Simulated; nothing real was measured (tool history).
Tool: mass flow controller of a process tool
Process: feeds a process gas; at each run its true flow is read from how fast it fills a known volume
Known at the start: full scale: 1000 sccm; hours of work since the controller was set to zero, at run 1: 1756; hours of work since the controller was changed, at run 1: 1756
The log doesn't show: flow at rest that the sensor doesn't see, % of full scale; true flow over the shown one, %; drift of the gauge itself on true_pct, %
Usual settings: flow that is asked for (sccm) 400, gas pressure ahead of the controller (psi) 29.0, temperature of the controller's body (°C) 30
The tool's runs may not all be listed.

run	hour	flow that is asked for (sccm)	gas pressure ahead of the controller (psi)	temperature of the controller's body (°C)	hours of work since the controller was set to zero	hours of work since the controller was changed	true flow (%)
1	0.0	400	29.0	30	1756	1756	98.60
2	51.7	400	29.0	30	1792	1792	98.63
3	144.5	400	29.0	30	1857	1857	98.61
4	227.8	400	29.0	30	1915	1915	98.66
5	313.9	400	37.9	30	1975	1975	98.69
6	382.2	199	37.9	30	2023	2023	98.16
7	429.9	199	37.9	30	2056	2056	98.19
8	528.9	199	37.9	30	2125	2125	98.23
9	612.1	199	37.9	24	2183	2183	97.94
10	707.4	199	37.9	24	2249	2249	98.11
11	763.7	199	37.9	33	2289	2289	98.52
12	825.5	199	37.9	33	2332	2332	98.56
13	882.9	199	37.9	33	2372	2372	98.54
14	960.2	199	37.9	33	2426	2426	98.64
15	1039.1	199	37.9	33	2481	2481	98.70
16	1143.8	303	25.4	30	2554	2554	99.19
# hour 1156.3: gauge calibrated
17	1201.1	303	25.4	30	2594	2594	98.60
18	1286.8	400	29.7	32	2653	2653	98.79
19	1338.9	654	29.0	34	2690	2690	99.68
20	1451.8	654	29.0	34	2768	2768	99.78
21	1547.8	654	29.0	34	2835	2835	99.87
22	1629.0	286	29.0	34	2892	2892	98.73
23	1743.2	286	29.0	34	2971	2971	98.88
24	1844.0	286	29.0	34	3042	3042	98.92
25	1959.6	286	29.0	34	3122	3122	98.92
26	2042.9	286	29.0	34	3180	3180	98.96
27	2092.9	286	39.6	37	3215	3215	99.09
28	2143.0	286	22.9	39	3250	3250	99.46
29	2252.4	157	28.6	39	3326	3326	98.96

4 ways to go on from here, each from the tool as it stands after run 29. What would each give?
A	2311.8	906	23.9	34	3368	3368	?
B	2311.8	400	29.0	25	3368	3368	?
C	2311.8	284	27.1	31	3368	3368	?
D	2311.8	585	29.0	31	3368	3368	?

run	true flow (%)
A	101.08
B	99.27
C	99.18
D	99.84
Without the tool's hidden state the same runs would have given:
run	true flow (%)
A	100.32
B	98.53
C	98.43
D	99.09

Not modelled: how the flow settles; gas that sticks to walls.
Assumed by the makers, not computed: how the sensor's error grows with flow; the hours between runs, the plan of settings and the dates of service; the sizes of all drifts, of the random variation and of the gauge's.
